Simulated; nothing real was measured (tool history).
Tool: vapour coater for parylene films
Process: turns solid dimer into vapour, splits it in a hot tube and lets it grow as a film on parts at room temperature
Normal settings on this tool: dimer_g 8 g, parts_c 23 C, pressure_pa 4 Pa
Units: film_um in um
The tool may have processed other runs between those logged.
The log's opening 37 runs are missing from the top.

run     day  dimer_g  parts_c  pressure_pa  hours of work since the trap's valve was overhauled  hours of work since the table's thermometer was calibrated  film_um
 38  53.525       11       23            4                                                  208                                                         198     5.43
      54.35  -- trap's valve overhauled
 39  54.929        5       16            4                                                    9                                                         218     3.18
 40  56.379        5       16            4                                                   33                                                         242     3.18
 41  58.121        9       16          2.6                                                   61                                                         270     5.89
 42  60.212       13       23            4                                                   95                                                         304     6.62
 43  62.029       13       23         6.03                                                  125                                                         334     6.32
 44  63.638        8       23         9.59                                                  151                                                         360      3.6
 45  65.054        8       23         9.59                                                  174                                                         383      3.6
 46  66.429        8       32         9.59                                                  196                                                         405      2.8

Below are 3 alternative next runs, each starting from the tool's condition after run 46. Predict each:
     68.046  -- trap's valve overhauled
  A  68.375        8       18         9.59                                                    5                                                         434        ?
     68.046  -- trap's valve overhauled
  B  68.375        4       32         4.15                                                    5                                                         434        ?
     68.046  -- trap's valve overhauled
  C  68.375        3       34         8.09                                                    5                                                         434        ?

run  film_um
  A     4.38
  B     1.58
  C     1.06
Take away the tool's hidden state, keep each run's random variation, and the runs would have read:
run  film_um
  A     4.44
  B      1.6
  C     1.08

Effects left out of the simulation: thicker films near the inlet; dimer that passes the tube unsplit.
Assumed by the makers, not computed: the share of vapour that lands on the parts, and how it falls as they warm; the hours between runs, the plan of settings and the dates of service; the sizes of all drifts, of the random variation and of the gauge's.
